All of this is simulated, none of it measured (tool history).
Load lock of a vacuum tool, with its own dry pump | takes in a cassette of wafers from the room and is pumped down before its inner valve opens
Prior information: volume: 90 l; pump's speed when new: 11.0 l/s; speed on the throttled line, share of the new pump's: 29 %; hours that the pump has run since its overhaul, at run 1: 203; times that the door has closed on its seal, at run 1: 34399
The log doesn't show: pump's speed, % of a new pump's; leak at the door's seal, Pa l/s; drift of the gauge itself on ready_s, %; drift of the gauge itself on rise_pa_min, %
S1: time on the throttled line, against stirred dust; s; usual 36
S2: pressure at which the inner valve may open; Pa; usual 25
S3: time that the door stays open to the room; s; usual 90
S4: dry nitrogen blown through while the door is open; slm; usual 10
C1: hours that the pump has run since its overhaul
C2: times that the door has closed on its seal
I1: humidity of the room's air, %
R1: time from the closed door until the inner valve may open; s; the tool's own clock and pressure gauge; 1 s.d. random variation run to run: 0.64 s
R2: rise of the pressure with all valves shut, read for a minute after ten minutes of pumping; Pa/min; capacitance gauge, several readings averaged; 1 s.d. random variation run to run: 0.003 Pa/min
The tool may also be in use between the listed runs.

run    hour  S1  S2   S3  S4    C1     C2    I1     R1     R2
  1       0  36  25   90  10   203  34399    49   94.4  0.408
  2   217.9  36  23   90  10   421  35215  44.2   95.8  0.427
  3     353  36  23   90  10   556  35721  45.8   95.2  0.436
  4   509.1  36  23   90  10   712  36306  46.8     95  0.444
  5   670.1  36  23   90  10   873  36908  45.3   95.4  0.453
  6   864.2  36  22   90  10  1067  37636  46.2   96.3  0.473
     1027.3  -- door's seal changed, seat wiped
  7  1111.3  36  22   90  10  1313    314  48.2   95.3  0.018
  8  1305.9  36  25   90  10  1507   1043  47.7   94.9  0.029
  9  1433.3  36  25   90  10  1635   1520  43.7   95.2  0.028
 10  1572.2  36  25   90  10  1774   2040  44.2   94.4  0.035
 11  1746.1  36  25  140  10  1948   2692  44.2   96.1  0.038
 12  1932.4  36  25  140  10  2134   3389  43.5   95.5  0.043
 13  2113.4  36  25  140  10  2315   4067  49.2   94.6   0.05
 14  2250.9  36  25  140  10  2452   4582  43.2     96  0.049
 15  2464.2  36  25   35  10  2666   5381  44.4   94.1  0.044
 16  2660.6  36  25  114  10  2862   6116    47   96.2  0.058
 17  2809.4  36  25  114  10  3011   6673  45.2   96.8  0.058
 18  3013.3  36  25   90  10  3215   7437  45.7   96.2  0.059
 19  3158.5  18  24   62   7  3360   7981  46.4   84.1  0.061
 20  3419.6  20  39  173   6  3621   8959  40.9   80.3  0.084
 21  3553.4  20  39  173   6  3755   9459  41.8   80.3  0.089
 22  3727.9  20  43  160  37  3929  10113  44.4   80.3  0.065
 23  3953.4  20  43  160  37  4155  10958  43.7   79.6  0.079
 24  4085.1  28  43  218   6  4287  11451  47.4   86.8   0.12
 25  4253.7  28  43  218   6  4455  12082  38.6   85.8  0.106
 26  4458.5  67  30   90  10  4660  12849  47.7  117.4  0.106
 27  4653.6  26  34   36  10  4855  13580  47.8   87.6  0.098
 28  4773.4  32  30  147  23  4975  14028  45.6   92.3   0.11
 29  4934.3  32  30  147  23  5136  14631  44.8   92.6   0.11
 30  5109.3  32  23  103  12  5311  15286  44.2   95.1  0.128
 31  5270.8  32  23  103  12  5472  15891  45.9   94.9  0.131
 32    5528  70  25   26  10  5730  16854  46.3  120.7  0.133
 33  5685.1  72  25   76  10  5887  17442  48.6  123.2  0.138
 34  5820.3  72  25   76  10  6022  17949    47  120.1   0.15
 35  6027.8  72  25   76  10  6229  18726  45.6  122.1  0.159
 36  6305.4  36  20   76  10  6507  19766    45   99.5  0.174

A few steps of R1 between consecutive runs. Split each: what settings, incoming material and random variation would produce without the hidden state, and what is left over for the hidden state, along with gauge scatter present in only one of the two compared results (measured, and without hidden state):
Run 25 -> 26: S1 28 -> 67, S2 43 -> 30, S3 218 -> 90, S4 6 -> 10. R1 +31.6 s: hidden state -0.2, all else +31.8.
Run 26 -> 27: S1 67 -> 26, S2 30 -> 34, S3 90 -> 36. R1 -29.8 s: hidden state +0.5, all else -30.3.
Run 31 -> 32: S1 32 -> 70, S2 23 -> 25, S3 103 -> 26, S4 12 -> 10. R1 +25.8 s: hidden state -0.5, all else +26.3.
Run 35 -> 36: S1 72 -> 36, S2 25 -> 20. R1 -22.6 s: hidden state +0.8, all else -23.4.

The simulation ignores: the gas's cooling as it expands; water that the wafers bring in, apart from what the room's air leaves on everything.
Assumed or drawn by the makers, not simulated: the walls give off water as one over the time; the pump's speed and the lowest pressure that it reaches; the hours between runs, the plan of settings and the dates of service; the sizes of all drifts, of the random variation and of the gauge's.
